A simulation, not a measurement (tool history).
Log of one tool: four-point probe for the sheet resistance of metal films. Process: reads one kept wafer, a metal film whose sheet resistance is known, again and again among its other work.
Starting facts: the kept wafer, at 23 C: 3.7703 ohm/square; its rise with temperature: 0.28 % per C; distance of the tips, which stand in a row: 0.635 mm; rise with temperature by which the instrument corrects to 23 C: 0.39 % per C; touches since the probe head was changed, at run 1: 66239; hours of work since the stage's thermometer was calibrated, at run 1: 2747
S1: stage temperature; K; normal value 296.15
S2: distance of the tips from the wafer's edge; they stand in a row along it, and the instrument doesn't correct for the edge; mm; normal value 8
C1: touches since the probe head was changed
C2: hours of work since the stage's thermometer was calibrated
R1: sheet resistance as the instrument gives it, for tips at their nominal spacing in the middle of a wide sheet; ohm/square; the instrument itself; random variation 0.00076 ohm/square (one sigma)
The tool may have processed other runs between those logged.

{"run": 1, "hour": 0.0, "S1": 296.15, "S2": 8, "C1": 66239, "C2": 2747, "R1": 3.758966}
{"run": 2, "hour": 41.8, "S1": 296.15, "S2": 8, "C1": 67284, "C2": 2774, "R1": 3.76081}
{"run": 3, "hour": 98.7, "S1": 296.15, "S2": 8, "C1": 68710, "C2": 2811, "R1": 3.759539}
{"run": 4, "hour": 167.6, "S1": 296.15, "S2": 8, "C1": 70436, "C2": 2856, "R1": 3.759354}
{"run": 5, "hour": 223.3, "S1": 296.15, "S2": 8, "C1": 71830, "C2": 2892, "R1": 3.757447}
{"run": 6, "hour": 257.9, "S1": 305.15, "S2": 55, "C1": 72697, "C2": 2914, "R1": 3.707027}
{"hour": 265.3, "done": "stage's thermometer calibrated"}
{"run": 7, "hour": 302.6, "S1": 304.15, "S2": 8, "C1": 73805, "C2": 24, "R1": 3.719588}

The next listed run, before its measurement:
{"run": 8, "hour": 344.3, "S1": 303.15, "S2": 8, "C1": 74847, "C2": 51, "R1": "?"}

{"run 8": {"R1": 3.72443}}
With no hidden state in the tool, this same run would have given R1 3.753893 ohm/square.
